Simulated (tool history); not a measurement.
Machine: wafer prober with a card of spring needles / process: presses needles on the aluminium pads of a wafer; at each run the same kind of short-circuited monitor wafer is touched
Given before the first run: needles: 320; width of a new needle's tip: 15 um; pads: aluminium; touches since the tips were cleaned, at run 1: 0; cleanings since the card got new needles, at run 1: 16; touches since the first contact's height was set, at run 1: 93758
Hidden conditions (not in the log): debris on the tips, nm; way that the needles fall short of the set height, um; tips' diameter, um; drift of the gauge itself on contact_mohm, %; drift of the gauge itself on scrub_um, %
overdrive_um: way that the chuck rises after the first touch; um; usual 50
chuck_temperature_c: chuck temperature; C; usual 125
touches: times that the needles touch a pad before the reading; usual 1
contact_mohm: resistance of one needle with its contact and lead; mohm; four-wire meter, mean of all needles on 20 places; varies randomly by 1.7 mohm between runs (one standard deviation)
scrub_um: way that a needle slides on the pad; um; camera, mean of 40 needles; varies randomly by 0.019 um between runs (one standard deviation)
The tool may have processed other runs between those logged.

run,hour,overdrive_um,chuck_temperature_c,touches,touches since the tips were cleaned,cleanings since the card got new needles,touches since the first contact's height was set,contact_mohm,scrub_um
1,0,50,125,1,0,16,93758,173,7.41
2,14.7,50,125,1,4993,16,98751,174,7.4
# hour 16: tips cleaned on abrasive film
# hour 33.2: tips cleaned on abrasive film
3,34.6,50,125,1,481,18,105472,174,7.39
# hour 48.9: tips cleaned on abrasive film
4,55.1,50,125,1,2101,19,112387,173,7.39
# hour 64.5: tips cleaned on abrasive film
# hour 68.2: height of the first contact set anew
5,75.4,59,125,1,3613,20,2466,170,8.7
# hour 80.3: tips cleaned on abrasive film
# hour 97.6: tips cleaned on abrasive film
6,99.8,50,125,1,751,22,10679,174,7.41
# hour 113.3: tips cleaned on abrasive film
7,115.9,50,125,1,897,23,16137,173,7.38
# hour 129.7: tips cleaned on abrasive film
8,129.7,50,125,1,0,24,20775,172,7.4
# hour 145.6: tips cleaned on abrasive film
9,153.4,50,125,1,2672,25,28824,175,7.39
# hour 161.4: tips cleaned on abrasive film
10,170.4,50,125,1,3060,26,34555,174,7.41
# hour 178: tips cleaned on abrasive film
# hour 194.5: tips cleaned on abrasive film
11,195.1,50,125,1,185,28,42886,176,7.38
# hour 210.3: tips cleaned on abrasive film
12,213.6,50,125,1,1130,29,49171,173,7.4
# hour 226: tips cleaned on abrasive film
13,231.8,41,52,1,1965,30,55304,162,6.09
# hour 242.3: tips cleaned on abrasive film
14,244.1,65,89,1,616,31,59479,161,9.62
# hour 259.3: tips cleaned on abrasive film
15,264.5,65,89,1,1767,32,66355,165,9.61
# hour 276.4: tips cleaned on abrasive film
16,283.4,55,27,1,2362,33,72752,156,8.16
# hour 292.3: tips cleaned on abrasive film
17,301.8,37,41,2,3202,34,78977,167,5.49
# hour 307.7: tips cleaned on abrasive film
18,315.2,52,75,1,2534,35,83504,167,7.7
# hour 323.3: tips cleaned on abrasive film
19,331.4,55,75,1,2752,36,88997,164,8.18
# hour 340.3: tips cleaned on abrasive film
20,343.4,34,51,1,1050,37,93044,167,5.01
# hour 357.6: tips cleaned on abrasive film
21,363.5,50,125,2,1982,38,99828,175,7.38
# hour 374.2: tips cleaned on abrasive film
22,381.4,50,125,2,2455,39,105896,173,7.41
# hour 390.5: tips cleaned on abrasive film
23,401.5,50,34,1,3757,40,112704,158,7.39

Alternative continuations, all from the tool just after run 23; predict every row:
# hour 406.5: tips cleaned on abrasive film
# hour 412.8: height of the first contact set anew
# hour 422.2: tips cleaned on abrasive film
A,424.7,63,124,2,832,42,3991,?,?
# hour 406.5: tips cleaned on abrasive film
# hour 412.8: height of the first contact set anew
# hour 422.2: tips cleaned on abrasive film
B,424.7,50,28,1,832,42,3991,?,?
# hour 406.5: tips cleaned on abrasive film
# hour 412.8: height of the first contact set anew
# hour 422.2: tips cleaned on abrasive film
C,424.7,31,110,1,832,42,3991,?,?
# hour 406.5: tips cleaned on abrasive film
# hour 412.8: height of the first contact set anew
# hour 422.2: tips cleaned on abrasive film
D,424.7,50,34,1,832,42,3991,?,?

run,contact_mohm,scrub_um
A,165,9.33
B,155,7.42
C,183,4.58
D,154,7.4
With no hidden state in the tool, these same runs would have given:
run,contact_mohm,scrub_um
A,165,9.33
B,155,7.42
C,183,4.58
D,154,7.4
